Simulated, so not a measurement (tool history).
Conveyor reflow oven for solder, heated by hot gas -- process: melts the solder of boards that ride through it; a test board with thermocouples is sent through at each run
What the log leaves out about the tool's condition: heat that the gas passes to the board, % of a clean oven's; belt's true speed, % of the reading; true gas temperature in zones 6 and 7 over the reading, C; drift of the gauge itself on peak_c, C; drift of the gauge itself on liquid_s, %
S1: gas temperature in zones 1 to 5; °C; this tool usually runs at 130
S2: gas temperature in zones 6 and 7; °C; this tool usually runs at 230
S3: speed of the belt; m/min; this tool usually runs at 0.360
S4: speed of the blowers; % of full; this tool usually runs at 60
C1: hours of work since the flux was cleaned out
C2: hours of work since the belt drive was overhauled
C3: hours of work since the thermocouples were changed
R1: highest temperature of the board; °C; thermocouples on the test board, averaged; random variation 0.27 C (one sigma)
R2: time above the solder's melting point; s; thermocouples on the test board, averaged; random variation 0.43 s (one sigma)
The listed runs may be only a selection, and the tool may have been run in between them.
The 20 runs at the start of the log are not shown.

Run 21, hour 674.8: usual settings but S1 123 °C, S3 0.340 m/min; C1 269; C2 91; C3 1428. Result: R1 213.3 °C, R2 92.1 s.
Run 22, hour 694.8: usual settings but S1 123 °C, S3 0.340 m/min; C1 284; C2 106; C3 1443. Result: R1 213.0 °C, R2 91.3 s.
Run 23, hour 737.1: usual settings but S2 224 °C, S3 0.344 m/min; C1 316; C2 138; C3 1475. Result: R1 207.4 °C, R2 85.8 s.
At hour 744.7: thermocouples of zones 6 and 7 changed.
At hour 757.1: flux residue cleaned out of gas plates and filters.
Run 24, hour 769.6: usual settings but S2 224 °C, S3 0.324 m/min, S4 54 % of full; C1 9; C2 157; C3 15. Result: R1 211.3 °C, R2 99.0 s.
Run 25, hour 802.4: usual settings but S1 123 °C, S2 231 °C, S3 0.393 m/min, S4 54 % of full; C1 34; C2 182; C3 40. Result: R1 210.1 °C, R2 73.5 s.
Run 26, hour 845.4: usual settings but S1 132 °C, S2 225 °C; C1 67; C2 214; C3 72. Result: R1 210.6 °C, R2 88.5 s.
Run 27, hour 885.1: usual settings but S1 132 °C, S2 225 °C; C1 97; C2 244; C3 102. Result: R1 210.7 °C, R2 88.7 s.
Run 28, hour 923.8: usual settings but S1 132 °C, S2 225 °C; C1 126; C2 273; C3 131. Result: R1 210.2 °C, R2 87.9 s.
Run 29, hour 957.0: usual settings but S1 132 °C, S2 225 °C; C1 151; C2 298; C3 156. Result: R1 210.5 °C, R2 86.8 s.
Run 30, hour 989.0: usual settings but S1 132 °C, S2 225 °C; C1 175; C2 322; C3 181. Result: R1 210.1 °C, R2 86.7 s.

3 options for the next run, each taken on its own from the tool as it stands now. Forecast them:
Run A, hour 1009.2: usual settings but S1 123 °C; C1 190; C2 338; C3 196. Result: R1 ?, R2 ?.
Run B, hour 1009.2: usual settings but S1 142 °C, S2 225 °C, S3 0.424 m/min, S4 72 % of full; C1 190; C2 338; C3 196. Result: R1 ?, R2 ?.
Run C, hour 1009.2: usual settings but S1 132 °C, S2 225 °C, S3 0.316 m/min, S4 87 % of full; C1 190; C2 338; C3 196. Result: R1 ?, R2 ?.

run     R1     R2
  A  212.3   86.0
  B  209.4   76.7
  C  216.9  116.7
With no hidden state in the tool, these same runs would have given:
run     R1     R2
  A  214.3   89.4
  B  211.5   80.0
  C  218.6  119.7
